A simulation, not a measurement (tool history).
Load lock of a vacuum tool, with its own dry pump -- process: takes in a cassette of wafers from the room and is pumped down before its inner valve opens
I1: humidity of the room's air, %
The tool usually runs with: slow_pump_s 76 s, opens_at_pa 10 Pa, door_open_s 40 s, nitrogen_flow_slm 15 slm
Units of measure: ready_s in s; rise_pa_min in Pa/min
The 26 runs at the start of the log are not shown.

{"run": 27, "hour": 7981.8, "slow_pump_s": 76, "opens_at_pa": 8, "door_open_s": 40, "nitrogen_flow_slm": 41, "I1": 47.2, "ready_s": 167.9, "rise_pa_min": 0.254}
{"run": 28, "hour": 8277.2, "slow_pump_s": 49, "opens_at_pa": 10, "door_open_s": 83, "nitrogen_flow_slm": 15, "I1": 44.3, "ready_s": 147.9, "rise_pa_min": 0.265}
{"run": 29, "hour": 8628.9, "slow_pump_s": 69, "opens_at_pa": 13, "door_open_s": 197, "nitrogen_flow_slm": 6, "I1": 46.9, "ready_s": 159, "rise_pa_min": 0.289}
{"run": 30, "hour": 8907.1, "slow_pump_s": 46, "opens_at_pa": 12, "door_open_s": 46, "nitrogen_flow_slm": 5, "I1": 43.1, "ready_s": 145.2, "rise_pa_min": 0.269}
{"run": 31, "hour": 9265.8, "slow_pump_s": 46, "opens_at_pa": 12, "door_open_s": 46, "nitrogen_flow_slm": 5, "I1": 46.1, "ready_s": 146.3, "rise_pa_min": 0.287}
{"run": 32, "hour": 9451.8, "slow_pump_s": 69, "opens_at_pa": 9, "door_open_s": 39, "nitrogen_flow_slm": 24, "I1": 44.6, "ready_s": 165.2, "rise_pa_min": 0.274}
{"run": 33, "hour": 9792.7, "slow_pump_s": 52, "opens_at_pa": 14, "door_open_s": 177, "nitrogen_flow_slm": 9, "I1": 46, "ready_s": 150, "rise_pa_min": 0.29}
{"run": 34, "hour": 10043.7, "slow_pump_s": 78, "opens_at_pa": 14, "door_open_s": 177, "nitrogen_flow_slm": 6, "I1": 44.3, "ready_s": 166.6, "rise_pa_min": 0.298}
{"run": 35, "hour": 10413.4, "slow_pump_s": 41, "opens_at_pa": 10, "door_open_s": 46, "nitrogen_flow_slm": 4, "I1": 45.8, "ready_s": 147.7, "rise_pa_min": 0.307}
{"run": 36, "hour": 10700.7, "slow_pump_s": 41, "opens_at_pa": 10, "door_open_s": 46, "nitrogen_flow_slm": 4, "I1": 43, "ready_s": 148.8, "rise_pa_min": 0.302}

Each row is a separate what-if for the run after 36, all from the same tool condition, not one after another. Results?
{"hour": 10848.4, "done": "dry pump taken out, an overhauled one fitted"}
{"run": "A", "hour": 11026.3, "slow_pump_s": 83, "opens_at_pa": 8, "door_open_s": 58, "nitrogen_flow_slm": 15, "I1": 46.1, "ready_s": "?", "rise_pa_min": "?"}
{"hour": 10848.4, "done": "dry pump taken out, an overhauled one fitted"}
{"run": "B", "hour": 11026.3, "slow_pump_s": 41, "opens_at_pa": 12, "door_open_s": 46, "nitrogen_flow_slm": 4, "I1": 44, "ready_s": "?", "rise_pa_min": "?"}
{"hour": 10848.4, "done": "dry pump taken out, an overhauled one fitted"}
{"run": "C", "hour": 11026.3, "slow_pump_s": 76, "opens_at_pa": 18, "door_open_s": 67, "nitrogen_flow_slm": 7, "I1": 44.2, "ready_s": "?", "rise_pa_min": "?"}
{"hour": 10848.4, "done": "dry pump taken out, an overhauled one fitted"}
{"run": "D", "hour": 11026.3, "slow_pump_s": 76, "opens_at_pa": 19, "door_open_s": 107, "nitrogen_flow_slm": 11, "I1": 40.1, "ready_s": "?", "rise_pa_min": "?"}
{"hour": 10848.4, "done": "dry pump taken out, an overhauled one fitted"}
{"run": "E", "hour": 11026.3, "slow_pump_s": 107, "opens_at_pa": 10, "door_open_s": 69, "nitrogen_flow_slm": 7, "I1": 44.4, "ready_s": "?", "rise_pa_min": "?"}

run=A ready_s=160.4 rise_pa_min=0.312
run=B ready_s=122.8 rise_pa_min=0.309
run=C ready_s=145.4 rise_pa_min=0.313
run=D ready_s=143.5 rise_pa_min=0.308
run=E ready_s=175.4 rise_pa_min=0.316
With no hidden state in the tool, these same runs would have given:
run=A ready_s=160.2 rise_pa_min=0.014
run=B ready_s=122.7 rise_pa_min=0.013
run=C ready_s=145.2 rise_pa_min=0.019
run=D ready_s=143.4 rise_pa_min=0.013
run=E ready_s=175.3 rise_pa_min=0.024

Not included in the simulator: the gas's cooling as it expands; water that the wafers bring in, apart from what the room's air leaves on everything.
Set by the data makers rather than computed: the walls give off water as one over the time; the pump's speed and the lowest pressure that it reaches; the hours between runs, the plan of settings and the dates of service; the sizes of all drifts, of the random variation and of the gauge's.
